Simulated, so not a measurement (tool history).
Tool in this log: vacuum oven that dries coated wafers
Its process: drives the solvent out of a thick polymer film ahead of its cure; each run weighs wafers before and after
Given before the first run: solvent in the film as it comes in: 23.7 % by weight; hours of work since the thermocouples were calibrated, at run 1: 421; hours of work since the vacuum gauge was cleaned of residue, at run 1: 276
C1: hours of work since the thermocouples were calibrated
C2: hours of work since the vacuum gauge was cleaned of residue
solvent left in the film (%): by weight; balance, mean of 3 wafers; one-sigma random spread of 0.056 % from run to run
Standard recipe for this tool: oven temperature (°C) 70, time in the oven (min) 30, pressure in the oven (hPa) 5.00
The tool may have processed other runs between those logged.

{"run": 1, "hour": 0.0, "oven temperature (°C)": 70, "time in the oven (min)": 30, "pressure in the oven (hPa)": 5.0, "C1": 421, "C2": 276, "solvent left in the film (%)": 2.5}
{"run": 2, "hour": 69.7, "oven temperature (°C)": 70, "time in the oven (min)": 30, "pressure in the oven (hPa)": 2.95, "C1": 451, "C2": 306, "solvent left in the film (%)": 2.07}
{"run": 3, "hour": 181.8, "oven temperature (°C)": 70, "time in the oven (min)": 30, "pressure in the oven (hPa)": 5.0, "C1": 500, "C2": 355, "solvent left in the film (%)": 2.45}
{"run": 4, "hour": 276.1, "oven temperature (°C)": 70, "time in the oven (min)": 30, "pressure in the oven (hPa)": 5.0, "C1": 541, "C2": 396, "solvent left in the film (%)": 2.5}
{"run": 5, "hour": 344.3, "oven temperature (°C)": 70, "time in the oven (min)": 30, "pressure in the oven (hPa)": 3.61, "C1": 571, "C2": 426, "solvent left in the film (%)": 2.21}
{"run": 6, "hour": 457.1, "oven temperature (°C)": 70, "time in the oven (min)": 30, "pressure in the oven (hPa)": 3.61, "C1": 620, "C2": 475, "solvent left in the film (%)": 2.21}
{"run": 7, "hour": 512.8, "oven temperature (°C)": 70, "time in the oven (min)": 30, "pressure in the oven (hPa)": 17.68, "C1": 644, "C2": 499, "solvent left in the film (%)": 4.65}
{"run": 8, "hour": 581.9, "oven temperature (°C)": 70, "time in the oven (min)": 30, "pressure in the oven (hPa)": 17.68, "C1": 674, "C2": 529, "solvent left in the film (%)": 4.69}
{"run": 9, "hour": 690.3, "oven temperature (°C)": 70, "time in the oven (min)": 30, "pressure in the oven (hPa)": 3.0, "C1": 721, "C2": 576, "solvent left in the film (%)": 2.2}
{"run": 10, "hour": 806.0, "oven temperature (°C)": 70, "time in the oven (min)": 30, "pressure in the oven (hPa)": 3.29, "C1": 772, "C2": 627, "solvent left in the film (%)": 2.28}
{"run": 11, "hour": 885.6, "oven temperature (°C)": 70, "time in the oven (min)": 30, "pressure in the oven (hPa)": 3.29, "C1": 806, "C2": 661, "solvent left in the film (%)": 2.21}
{"run": 12, "hour": 962.7, "oven temperature (°C)": 70, "time in the oven (min)": 37, "pressure in the oven (hPa)": 5.0, "C1": 840, "C2": 695, "solvent left in the film (%)": 1.88}
{"run": 13, "hour": 1062.2, "oven temperature (°C)": 70, "time in the oven (min)": 37, "pressure in the oven (hPa)": 5.0, "C1": 883, "C2": 738, "solvent left in the film (%)": 1.81}
{"run": 14, "hour": 1146.6, "oven temperature (°C)": 70, "time in the oven (min)": 37, "pressure in the oven (hPa)": 5.0, "C1": 920, "C2": 775, "solvent left in the film (%)": 1.92}
{"run": 15, "hour": 1218.6, "oven temperature (°C)": 78, "time in the oven (min)": 40, "pressure in the oven (hPa)": 5.0, "C1": 951, "C2": 806, "solvent left in the film (%)": 0.81}
{"run": 16, "hour": 1281.8, "oven temperature (°C)": 85, "time in the oven (min)": 40, "pressure in the oven (hPa)": 10.46, "C1": 979, "C2": 834, "solvent left in the film (%)": 1.08}
{"run": 17, "hour": 1356.3, "oven temperature (°C)": 61, "time in the oven (min)": 54, "pressure in the oven (hPa)": 7.62, "C1": 1011, "C2": 866, "solvent left in the film (%)": 3.6}
{"run": 18, "hour": 1408.8, "oven temperature (°C)": 61, "time in the oven (min)": 19, "pressure in the oven (hPa)": 4.43, "C1": 1034, "C2": 889, "solvent left in the film (%)": 8.79}
{"run": 19, "hour": 1491.5, "oven temperature (°C)": 57, "time in the oven (min)": 30, "pressure in the oven (hPa)": 10.99, "C1": 1070, "C2": 925, "solvent left in the film (%)": 9.41}
{"hour": 1513.7, "done": "oven's thermocouples calibrated"}
{"run": 20, "hour": 1606.8, "oven temperature (°C)": 70, "time in the oven (min)": 37, "pressure in the oven (hPa)": 5.0, "C1": 41, "C2": 974, "solvent left in the film (%)": 1.84}
{"run": 21, "hour": 1687.3, "oven temperature (°C)": 71, "time in the oven (min)": 45, "pressure in the oven (hPa)": 5.9, "C1": 76, "C2": 1009, "solvent left in the film (%)": 1.39}
{"run": 22, "hour": 1766.5, "oven temperature (°C)": 77, "time in the oven (min)": 31, "pressure in the oven (hPa)": 15.77, "C1": 110, "C2": 1044, "solvent left in the film (%)": 2.6}
{"run": 23, "hour": 1820.5, "oven temperature (°C)": 59, "time in the oven (min)": 30, "pressure in the oven (hPa)": 3.66, "C1": 133, "C2": 1067, "solvent left in the film (%)": 6.29}
{"run": 24, "hour": 1908.6, "oven temperature (°C)": 70, "time in the oven (min)": 53, "pressure in the oven (hPa)": 2.64, "C1": 172, "C2": 1106, "solvent left in the film (%)": 0.62}
{"run": 25, "hour": 2021.7, "oven temperature (°C)": 70, "time in the oven (min)": 16, "pressure in the oven (hPa)": 5.01, "C1": 221, "C2": 1155, "solvent left in the film (%)": 6.01}
{"run": 26, "hour": 2133.5, "oven temperature (°C)": 70, "time in the oven (min)": 16, "pressure in the oven (hPa)": 5.01, "C1": 270, "C2": 1203, "solvent left in the film (%)": 5.92}

Predict each of these 5 candidate next runs independently; none follows another, all start after run 26:
{"hour": 2164.9, "done": "vacuum gauge cleaned of residue and calibrated"}
{"run": "A", "hour": 2227.3, "oven temperature (°C)": 67, "time in the oven (min)": 30, "pressure in the oven (hPa)": 3.81, "C1": 310, "C2": 27, "solvent left in the film (%)": "?"}
{"hour": 2164.9, "done": "vacuum gauge cleaned of residue and calibrated"}
{"run": "B", "hour": 2227.3, "oven temperature (°C)": 70, "time in the oven (min)": 16, "pressure in the oven (hPa)": 7.56, "C1": 310, "C2": 27, "solvent left in the film (%)": "?"}
{"hour": 2164.9, "done": "vacuum gauge cleaned of residue and calibrated"}
{"run": "C", "hour": 2227.3, "oven temperature (°C)": 70, "time in the oven (min)": 32, "pressure in the oven (hPa)": 5.78, "C1": 310, "C2": 27, "solvent left in the film (%)": "?"}
{"hour": 2164.9, "done": "vacuum gauge cleaned of residue and calibrated"}
{"run": "D", "hour": 2227.3, "oven temperature (°C)": 56, "time in the oven (min)": 35, "pressure in the oven (hPa)": 5.0, "C1": 310, "C2": 27, "solvent left in the film (%)": "?"}
{"hour": 2164.9, "done": "vacuum gauge cleaned of residue and calibrated"}
{"run": "E", "hour": 2227.3, "oven temperature (°C)": 81, "time in the oven (min)": 32, "pressure in the oven (hPa)": 17.37, "C1": 310, "C2": 27, "solvent left in the film (%)": "?"}

run=A solvent_left_in_the_film_(%)=3.09
run=B solvent_left_in_the_film_(%)=6.27
run=C solvent_left_in_the_film_(%)=2.42
run=D solvent_left_in_the_film_(%)=7.30
run=E solvent_left_in_the_film_(%)=2.30
Stripped of hidden state, with their random variation kept, the same runs would have yielded:
run=A solvent_left_in_the_film_(%)=3.08
run=B solvent_left_in_the_film_(%)=6.26
run=C solvent_left_in_the_film_(%)=2.41
run=D solvent_left_in_the_film_(%)=7.28
run=E solvent_left_in_the_film_(%)=2.30
